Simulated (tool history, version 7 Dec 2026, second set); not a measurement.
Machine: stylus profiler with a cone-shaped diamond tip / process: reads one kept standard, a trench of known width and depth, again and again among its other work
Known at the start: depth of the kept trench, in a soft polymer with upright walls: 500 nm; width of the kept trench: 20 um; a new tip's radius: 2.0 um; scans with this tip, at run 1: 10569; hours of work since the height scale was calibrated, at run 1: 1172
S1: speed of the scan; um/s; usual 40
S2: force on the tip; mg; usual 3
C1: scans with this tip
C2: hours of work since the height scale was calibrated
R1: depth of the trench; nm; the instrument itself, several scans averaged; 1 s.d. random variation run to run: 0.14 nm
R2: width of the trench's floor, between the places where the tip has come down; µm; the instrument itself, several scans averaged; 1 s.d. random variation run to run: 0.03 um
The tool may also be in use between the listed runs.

run	hour	S1	S2	C1	C2	R1	R2
1	0	40	3	10569	1172	506.84	15.56
2	17.1	40	3	10690	1185	507	15.54
3	50.8	40	3	10929	1212	506.8	15.46
4	69.1	40	3	11058	1226	506.78	15.44
5	88.2	40	3	11193	1241	506.81	15.43
6	114.2	40	3	11377	1261	506.46	15.43
7	145.3	40	3	11596	1286	506.91	15.43
8	162.3	40	3	11717	1299	506.76	15.37
9	196	40	3	11955	1325	506.84	15.29
10	222.8	12	3	12145	1346	506.49	15.39
11	240.3	12	3	12268	1360	506.32	15.36
12	268.5	12	3	12467	1382	506.45	15.32
13	296.7	12	3	12667	1404	506.33	15.33
14	322.5	12	3	12849	1425	506.31	15.32
15	338.5	40	2.18	12962	1437	504.5	15.22
# hour 340.9: height scale calibrated on a step standard
16	354.6	16	2.18	13072	11	502.44	15.26
17	379.4	16	2.18	13248	30	502.32	15.27
# hour 410.4: height scale calibrated on a step standard, once more
18	411.3	16	2.18	13470	1	507.59	15.23
19	444.1	40	2.87	13702	26	509.28	15.13
20	463.2	40	3	13836	41	509.41	15.07
21	496.3	25	3	14070	67	509.6	15.13
22	510.9	57	3	14174	79	509.19	14.95
23	533.7	42	3	14335	97	509.08	14.99
24	563.8	87	3.48	14548	120	510.4	14.92
25	581.9	21	6.28	14676	134	515.46	15.04
26	607.5	23	8.51	14856	154	518.72	15.1
27	627.3	97	2.15	14997	170	507.35	14.73
28	649.7	47	1.47	15155	188	505.74	14.84
# hour 657.6: new tip fitted, height scale calibrated
29	674.2	37	1.77	117	13	506.85	17.22
30	705.7	25	5.07	340	38	513.6	17.31
31	727.3	119	7.25	492	55	517.31	17.07
32	751.7	37	2.66	665	74	508.7	17.15
33	782.1	78	1.19	880	98	505.39	16.83
34	798.9	22	3	999	111	509.51	17.13
35	829.2	102	1.87	1212	134	506.69	16.75
36	856.9	102	1.87	1408	156	506.92	16.72
37	891.2	67	1.67	1651	183	506.04	16.78
38	911.6	40	2.53	1795	199	508.39	16.88
39	945.1	27	2.67	2032	225	508.42	16.87
40	972.5	21	1.28	2226	247	504.9	16.81
41	996.7	17	2.53	2397	266	508.02	16.89
42	1015.3	17	1.38	2528	280	504.95	16.82
43	1043.9	19	2.45	2730	303	507.92	16.77
44	1077.3	17	3.61	2966	329	510.27	16.74
45	1091.1	124	3	3064	340	508.76	16.41

3 ways to go on from here, each from the tool as it stands after run 45. What would each give?
A	1109.3	124	1.06	3193	354	?	?
B	1109.3	124	8.32	3193	354	?	?
C	1109.3	124	2.88	3193	354	?	?

run	R1	R2
A	504.22	16.1
B	518.37	16.54
C	508.68	16.41
Stripped of hidden state, with their random variation kept, the same runs would have yielded:
run	R1	R2
A	504.9	16.7
B	519.07	17.14
C	509.37	17.02
